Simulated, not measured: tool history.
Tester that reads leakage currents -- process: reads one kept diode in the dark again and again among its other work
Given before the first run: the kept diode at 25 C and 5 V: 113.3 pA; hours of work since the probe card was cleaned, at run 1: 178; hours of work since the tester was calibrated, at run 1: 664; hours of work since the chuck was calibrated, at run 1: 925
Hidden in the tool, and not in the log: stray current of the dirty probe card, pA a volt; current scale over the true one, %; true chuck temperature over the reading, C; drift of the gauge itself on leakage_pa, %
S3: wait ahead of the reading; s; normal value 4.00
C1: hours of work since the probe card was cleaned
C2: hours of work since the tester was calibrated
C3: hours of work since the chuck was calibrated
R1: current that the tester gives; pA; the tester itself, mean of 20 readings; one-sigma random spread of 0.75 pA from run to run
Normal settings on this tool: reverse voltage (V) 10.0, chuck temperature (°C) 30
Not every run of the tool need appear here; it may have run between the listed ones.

run 1 day=0.000 | reverse_voltage_(V)=10.0 chuck_temperature_(°C)=30 S3=4.00 | C1=178 C2=664 C3=925 | R1=233.03
run 2 day=1.450 | reverse_voltage_(V)=10.0 chuck_temperature_(°C)=30 S3=4.00 | C1=203 C2=689 C3=950 | R1=232.21
run 3 day=2.742 | reverse_voltage_(V)=10.0 chuck_temperature_(°C)=30 S3=4.00 | C1=226 C2=711 C3=973 | R1=231.44
run 4 day=4.333 | reverse_voltage_(V)=1.3 chuck_temperature_(°C)=30 S3=4.00 | C1=253 C2=739 C3=1000 | R1=72.86
run 5 day=6.254 | reverse_voltage_(V)=1.3 chuck_temperature_(°C)=30 S3=4.00 | C1=287 C2=773 C3=1034 | R1=72.63
run 6 day=8.496 | reverse_voltage_(V)=10.0 chuck_temperature_(°C)=30 S3=4.00 | C1=326 C2=812 C3=1073 | R1=229.61
run 7 day=9.733 | reverse_voltage_(V)=10.0 chuck_temperature_(°C)=30 S3=4.00 | C1=348 C2=834 C3=1095 | R1=230.50
run 8 day=10.821 | reverse_voltage_(V)=10.0 chuck_temperature_(°C)=30 S3=4.00 | C1=367 C2=853 C3=1114 | R1=228.82
run 9 day=12.388 | reverse_voltage_(V)=10.0 chuck_temperature_(°C)=30 S3=4.00 | C1=394 C2=880 C3=1141 | R1=229.60
-- day=12.683 chuck's temperature calibrated
run 10 day=14.262 | reverse_voltage_(V)=10.0 chuck_temperature_(°C)=30 S3=3.76 | C1=425 C2=911 C3=28 | R1=252.47
run 11 day=16.562 | reverse_voltage_(V)=10.0 chuck_temperature_(°C)=30 S3=3.76 | C1=465 C2=951 C3=68 | R1=252.81
run 12 day=18.500 | reverse_voltage_(V)=10.0 chuck_temperature_(°C)=30 S3=3.76 | C1=499 C2=985 C3=102 | R1=253.88
run 13 day=19.788 | reverse_voltage_(V)=10.0 chuck_temperature_(°C)=30 S3=3.76 | C1=522 C2=1008 C3=124 | R1=252.37
run 14 day=21.004 | reverse_voltage_(V)=10.0 chuck_temperature_(°C)=30 S3=3.76 | C1=543 C2=1029 C3=145 | R1=252.48
run 15 day=22.221 | reverse_voltage_(V)=10.0 chuck_temperature_(°C)=30 S3=2.62 | C1=564 C2=1050 C3=167 | R1=253.77
run 16 day=24.521 | reverse_voltage_(V)=10.0 chuck_temperature_(°C)=30 S3=2.62 | C1=604 C2=1090 C3=207 | R1=252.84
run 17 day=25.604 | reverse_voltage_(V)=10.0 chuck_temperature_(°C)=29 S3=2.62 | C1=623 C2=1109 C3=226 | R1=233.73
run 18 day=27.746 | reverse_voltage_(V)=10.0 chuck_temperature_(°C)=30 S3=4.00 | C1=661 C2=1147 C3=263 | R1=249.44
run 19 day=28.704 | reverse_voltage_(V)=10.0 chuck_temperature_(°C)=30 S3=4.00 | C1=677 C2=1163 C3=280 | R1=250.76
run 20 day=29.738 | reverse_voltage_(V)=10.0 chuck_temperature_(°C)=30 S3=4.00 | C1=695 C2=1181 C3=298 | R1=249.93
run 21 day=30.954 | reverse_voltage_(V)=19.8 chuck_temperature_(°C)=29 S3=0.68 | C1=717 C2=1203 C3=319 | R1=351.98
run 22 day=32.658 | reverse_voltage_(V)=19.8 chuck_temperature_(°C)=29 S3=0.68 | C1=746 C2=1232 C3=349 | R1=352.86
-- day=32.996 probe card cleaned and baked
run 23 day=34.221 | reverse_voltage_(V)=19.8 chuck_temperature_(°C)=29 S3=0.68 | C1=21 C2=1257 C3=374 | R1=355.85
run 24 day=35.617 | reverse_voltage_(V)=4.8 chuck_temperature_(°C)=29 S3=0.37 | C1=46 C2=1282 C3=398 | R1=156.47
run 25 day=37.804 | reverse_voltage_(V)=4.9 chuck_temperature_(°C)=59 S3=1.25 | C1=84 C2=1320 C3=436 | R1=1237.62
run 26 day=38.846 | reverse_voltage_(V)=1.3 chuck_temperature_(°C)=31 S3=1.25 | C1=102 C2=1338 C3=455 | R1=83.44
run 27 day=40.838 | reverse_voltage_(V)=1.3 chuck_temperature_(°C)=31 S3=1.25 | C1=137 C2=1373 C3=489 | R1=83.57
run 28 day=42.800 | reverse_voltage_(V)=7.1 chuck_temperature_(°C)=52 S3=4.15 | C1=171 C2=1407 C3=524 | R1=960.80
-- day=43.088 probe card cleaned and baked, once more
run 29 day=44.358 | reverse_voltage_(V)=2.7 chuck_temperature_(°C)=42 S3=4.92 | C1=22 C2=1432 C3=549 | R1=276.98
run 30 day=46.008 | reverse_voltage_(V)=12.2 chuck_temperature_(°C)=30 S3=2.55 | C1=51 C2=1461 C3=577 | R1=270.10
run 31 day=47.458 | reverse_voltage_(V)=12.2 chuck_temperature_(°C)=30 S3=1.11 | C1=76 C2=1486 C3=603 | R1=270.50
run 32 day=49.079 | reverse_voltage_(V)=6.2 chuck_temperature_(°C)=30 S3=4.00 | C1=105 C2=1515 C3=631 | R1=182.49
run 33 day=50.600 | reverse_voltage_(V)=6.2 chuck_temperature_(°C)=30 S3=4.00 | C1=131 C2=1541 C3=658 | R1=182.05
run 34 day=52.625 | reverse_voltage_(V)=4.2 chuck_temperature_(°C)=20 S3=4.00 | C1=167 C2=1577 C3=693 | R1=66.08
run 35 day=54.796 | reverse_voltage_(V)=4.2 chuck_temperature_(°C)=20 S3=4.00 | C1=204 C2=1614 C3=731 | R1=66.08
run 36 day=56.183 | reverse_voltage_(V)=4.2 chuck_temperature_(°C)=20 S3=4.00 | C1=229 C2=1639 C3=755 | R1=66.29
run 37 day=58.392 | reverse_voltage_(V)=4.2 chuck_temperature_(°C)=23 S3=7.67 | C1=267 C2=1677 C3=794 | R1=84.37
run 38 day=59.367 | reverse_voltage_(V)=4.2 chuck_temperature_(°C)=23 S3=7.67 | C1=284 C2=1694 C3=811 | R1=83.82
run 39 day=60.375 | reverse_voltage_(V)=6.2 chuck_temperature_(°C)=59 S3=0.76 | C1=302 C2=1712 C3=828 | R1=1373.13
run 40 day=62.292 | reverse_voltage_(V)=6.2 chuck_temperature_(°C)=59 S3=0.76 | C1=335 C2=1745 C3=862 | R1=1379.86

How would selected steps in R1 from run to run divide? Give the signed amount a tool lacking its hidden state would still show from settings, what came in and random variation, and the signed amount left for the hidden state, including any gauge scatter that is not in both of the compared results.
Run 9 -> 10: S3 4.00 -> 3.76, chuck's temperature calibrated. R1 +22.87 pA: hidden state +23.90, all else -1.03.
Run 24 -> 25: reverse voltage (V) 4.8 -> 4.9, chuck temperature (°C) 29 -> 59, S3 0.37 -> 1.25. R1 +1081.15 pA: hidden state -22.10, all else +1103.25.
Run 25 -> 26: reverse voltage (V) 4.9 -> 1.3, chuck temperature (°C) 59 -> 31. R1 -1154.18 pA: hidden state +20.51, all else -1174.69.
Run 38 -> 39: reverse voltage (V) 4.2 -> 6.2, chuck temperature (°C) 23 -> 59, S3 7.67 -> 0.76. R1 +1289.31 pA: hidden state -60.52, all else +1349.83.
